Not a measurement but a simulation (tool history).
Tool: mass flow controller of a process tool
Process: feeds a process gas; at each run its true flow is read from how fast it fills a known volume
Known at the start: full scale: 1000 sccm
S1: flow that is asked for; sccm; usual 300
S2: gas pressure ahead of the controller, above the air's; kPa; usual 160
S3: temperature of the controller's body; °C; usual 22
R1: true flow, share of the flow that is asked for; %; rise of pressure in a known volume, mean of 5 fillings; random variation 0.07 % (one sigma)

| run | hour | S1 | S2 | S3 | R1 |
|---|---|---|---|---|---|
| 1 | 0.0 | 300 | 160 | 22 | 97.01 |
| 2 | 296.5 | 300 | 160 | 22 | 96.95 |
| 3 | 705.3 | 969 | 160 | 22 | 98.24 |
| 4 | 994.0 | 969 | 160 | 22 | 98.14 |
| 5 | 1387.0 | 969 | 160 | 22 | 98.11 |
| 6 | 1704.2 | 969 | 160 | 22 | 97.89 |
| 7 | 2042.2 | 306 | 160 | 22 | 95.98 |
| 8 | 2322.3 | 300 | 160 | 22 | 95.73 |
| 9 | 2499.7 | 300 | 160 | 25 | 95.97 |
| 10 | 2730.0 | 300 | 160 | 25 | 95.89 |
| 11 | 3074.8 | 300 | 160 | 22 | 95.39 |
| 12 | 3342.3 | 300 | 160 | 22 | 95.14 |
| 13 | 3550.2 | 300 | 160 | 22 | 95.07 |
| 14 | 3971.0 | 300 | 160 | 22 | 94.85 |
| 15 | 4183.2 | 300 | 160 | 22 | 94.66 |
| 16 | 4496.1 | 300 | 160 | 21 | 94.50 |
| 17 | 4905.3 | 300 | 160 | 27 | 94.66 |
| 18 | 5216.7 | 300 | 160 | 22 | 94.04 |
| 19 | 5424.9 | 300 | 160 | 22 | 93.86 |
| 20 | 5720.7 | 300 | 160 | 22 | 93.78 |
| 21 | 6114.2 | 110 | 160 | 22 | 87.61 |
| 22 | 6400.4 | 110 | 160 | 22 | 87.26 |
| 23 | 6753.5 | 110 | 160 | 22 | 86.84 |
| 24 | 7079.1 | 110 | 160 | 22 | 86.55 |
| 25 | 7411.0 | 217 | 235 | 23 | 91.63 |
| 26 | 7793.5 | 217 | 235 | 23 | 91.48 |
|  | 7832.6 | controller's zero set anew |
| 27 | 7968.8 | 217 | 235 | 23 | 96.70 |
| 28 | 8275.5 | 452 | 145 | 34 | 97.60 |
| 29 | 8471.3 | 179 | 160 | 22 | 95.86 |
| 30 | 8844.0 | 652 | 160 | 39 | 98.27 |
| 31 | 9220.6 | 652 | 160 | 39 | 97.94 |
| 32 | 9644.2 | 652 | 160 | 39 | 98.04 |
| 33 | 9863.4 | 821 | 190 | 35 | 97.69 |
| 34 | 10219.7 | 913 | 178 | 28 | 96.79 |
| 35 | 10609.1 | 274 | 214 | 34 | 96.06 |
| 36 | 11015.9 | 429 | 155 | 37 | 96.58 |
| 37 | 11359.7 | 300 | 249 | 34 | 96.03 |
| 38 | 11589.2 | 120 | 253 | 20 | 91.89 |
| 39 | 12015.9 | 120 | 253 | 20 | 91.49 |
| 40 | 12432.9 | 818 | 212 | 22 | 95.50 |
| 41 | 12647.7 | 995 | 210 | 22 | 95.74 |

The next listed run, before its measurement:
| 42 | 13012.0 | 274 | 160 | 33 | ? |

{"run 42": {"R1": 94.33}}
Without the tool's hidden state the same run would have given R1 100.04 %.
